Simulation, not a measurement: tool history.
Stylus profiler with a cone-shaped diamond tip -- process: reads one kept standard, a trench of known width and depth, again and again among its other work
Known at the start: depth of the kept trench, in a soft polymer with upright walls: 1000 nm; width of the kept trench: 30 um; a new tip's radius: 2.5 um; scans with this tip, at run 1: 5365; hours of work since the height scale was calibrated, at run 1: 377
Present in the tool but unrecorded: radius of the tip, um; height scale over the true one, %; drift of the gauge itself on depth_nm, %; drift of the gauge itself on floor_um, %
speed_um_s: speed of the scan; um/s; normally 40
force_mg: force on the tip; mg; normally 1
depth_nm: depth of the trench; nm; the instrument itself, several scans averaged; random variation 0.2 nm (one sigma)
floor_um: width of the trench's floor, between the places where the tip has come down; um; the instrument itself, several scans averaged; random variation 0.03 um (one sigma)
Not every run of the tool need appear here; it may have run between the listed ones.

run    hour  speed_um_s  force_mg  scans with this tip  hours of work since the height scale was calibrated  depth_nm  floor_um
  1       0          40         1                 5365                                                  377   1003.97     24.28
  2    19.9          40         1                 5560                                                  390   1003.92     24.24
  3    52.7          40         1                 5883                                                  413   1004.06     24.18
  4      78          40         1                 6131                                                  430   1004.14     24.11
  5      96          40      0.78                 6309                                                  443   1003.05     24.02
  6   133.8          40      1.45                 6680                                                  469   1005.29     24.07
  7   156.8          40         1                 6907                                                  485   1003.68     23.94
  8   199.9          40         1                 7330                                                  515   1003.32     23.89
  9   221.6          54         1                 7543                                                  530   1003.22     23.71
 10   263.1          54         1                 7952                                                  558   1003.27     23.57
 11   283.2          54         1                 8150                                                  572   1002.98     23.61
 12     309          54         1                 8403                                                  590   1003.31     23.59
 13   342.6          54         1                 8733                                                  613   1002.71     23.48
 14   374.9          40         1                 9051                                                  635      1003     23.55
 15   413.4          40         1                 9430                                                  662   1002.88     23.51
 16   435.9          40         1                 9651                                                  678   1003.08     23.44
 17   477.9          40         1                10063                                                  707   1002.72      23.4
 18   515.1          40         1                10429                                                  732   1002.73     23.31
 19   553.6          40         1                10808                                                  759   1002.66     23.24
 20   580.8          29         1                11075                                                  778   1002.58     23.29
 21   605.8          29      0.34                11321                                                  795    999.58     23.04
 22   628.5          40         1                11545                                                  811   1002.59      23.1
 23   670.3          40         1                11956                                                  839   1002.39     22.99
      673.7  -- height scale calibrated on a step standard
 24   689.4          40         1                12138                                                   11   1001.65     22.98
 25   724.5          38      1.02                12484                                                   35   1001.13     22.92
 26   755.5         125      0.46                12788                                                   56    999.23     21.46
 27   778.8          35         1                13018                                                   73   1001.31     22.84
 28   804.3          35         1                13268                                                   90   1001.11     22.88
 29   824.2          11      0.84                13464                                                  104    1000.6     23.04
      854.9  -- height scale calibrated on a step standard, once more
 30   867.2          16      1.08                13881                                                    8    1005.9     22.93
 31   889.1          16      1.08                14096                                                   24   1005.54     22.88
 32   932.6          58      0.69                14525                                                   54   1003.79     22.23
 33     953          59      1.29                14725                                                   68   1006.11     22.34
 34   991.7         116       0.7                15106                                                   94   1004.09     21.49
 35  1025.9          55      0.66                15442                                                  118   1003.73     22.12
 36  1054.5          55      2.91                15723                                                  138   1010.49     22.44
 37  1072.4          24      0.84                15899                                                  150   1004.25     22.43
 38  1110.3          24      0.84                16272                                                  176   1004.44     22.39
 39    1128          13      0.46                16446                                                  189   1003.02     22.48
 40  1157.6          11      0.78                16737                                                  209   1003.75     22.47
 41  1175.5          16      2.05                16913                                                  221   1007.89     22.47
 42  1212.6         148         1                17277                                                  247   1004.53     21.04
 43  1244.6         148         1                17592                                                  269   1004.63     20.98
 44  1285.1         151      0.81                17991                                                  297   1003.91     20.81
 45    1310         151      0.81                18236                                                  314   1003.25     20.72

Hidden state at the last listed run before each entry between runs and at the first one after, where it differs:
Run 23 -> run 24: height scale calibrated on a step standard (hour 673.7)
  radius of the tip, um: 5.96 -> 6.01; height scale over the true one, %: -0.286 -> -0.374
  measured minus no-state result, depth_nm: -2.87 -> -3.76 nm; floor_um: -2.6 -> -2.64 um
Run 29 -> run 30: height scale calibrated on a step standard, once more (hour 854.9)
  radius of the tip, um: 6.4 -> 6.53; height scale over the true one, %: -0.405 -> 0.01
  measured minus no-state result, depth_nm: -4.07 -> +0.1 nm; floor_um: -2.87 -> -2.95 um

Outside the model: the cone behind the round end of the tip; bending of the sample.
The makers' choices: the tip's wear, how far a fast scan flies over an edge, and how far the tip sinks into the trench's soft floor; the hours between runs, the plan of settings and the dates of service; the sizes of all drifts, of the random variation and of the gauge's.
